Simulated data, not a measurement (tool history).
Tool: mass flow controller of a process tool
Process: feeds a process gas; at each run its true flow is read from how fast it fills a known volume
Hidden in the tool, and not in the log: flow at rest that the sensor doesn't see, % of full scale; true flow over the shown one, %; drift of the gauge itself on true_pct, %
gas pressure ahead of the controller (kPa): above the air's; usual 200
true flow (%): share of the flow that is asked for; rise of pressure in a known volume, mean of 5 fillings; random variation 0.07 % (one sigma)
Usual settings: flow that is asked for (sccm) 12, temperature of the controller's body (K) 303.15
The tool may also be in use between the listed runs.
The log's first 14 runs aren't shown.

run    hour  flow that is asked for (sccm)  gas pressure ahead of the controller (kPa)  temperature of the controller's body (K)  hours of work since the controller was set to zero  hours of work since the controller was changed  true flow (%)
 15   830.8                             12                                         144                                    303.15                                                1059                                            1059          99.68
 16   864.6                             12                                         200                                    295.15                                                1071                                            1071          98.99
 17   922.8                             12                                         200                                    295.15                                                1092                                            1092          99.04
 18  1002.0                             14                                         200                                    302.15                                                1120                                            1120          99.69
 19  1060.6                             11                                         200                                    297.15                                                1141                                            1141          98.93
 20  1138.8                              6                                         259                                    304.15                                                1169                                            1169          98.11
 21  1191.2                              5                                         226                                    303.15                                                1188                                            1188          97.92
 22  1239.2                              5                                         226                                    303.15                                                1205                                            1205          97.86
 23  1279.8                              7                                         209                                    306.15                                                1219                                            1219          98.63
 24  1350.9                             12                                         148                                    311.15                                                1245                                            1245         100.25
 25  1396.9                             12                                         158                                    297.15                                                1261                                            1261          99.36
 26  1458.3                             12                                         158                                    297.15                                                1283                                            1283          99.27
 27  1527.9                             12                                         158                                    297.15                                                1308                                            1308          99.35
 28  1581.5                             12                                         158                                    304.15                                                1327                                            1327          99.58
 29  1616.7                              3                                         153                                    304.15                                                1340                                            1340          97.57
 30  1688.3                              3                                         153                                    304.15                                                1366                                            1366          97.56
 31  1756.5                              9                                         153                                    303.15                                                1390                                            1390          99.23

The next listed run, before its measurement:
 32  1808.7                              9                                         153                                    303.15                                                1409                                            1409              ?

Run 32 gave true flow (%) 99.18.
Without the tool's hidden state the same run would have given true flow (%) 98.82.
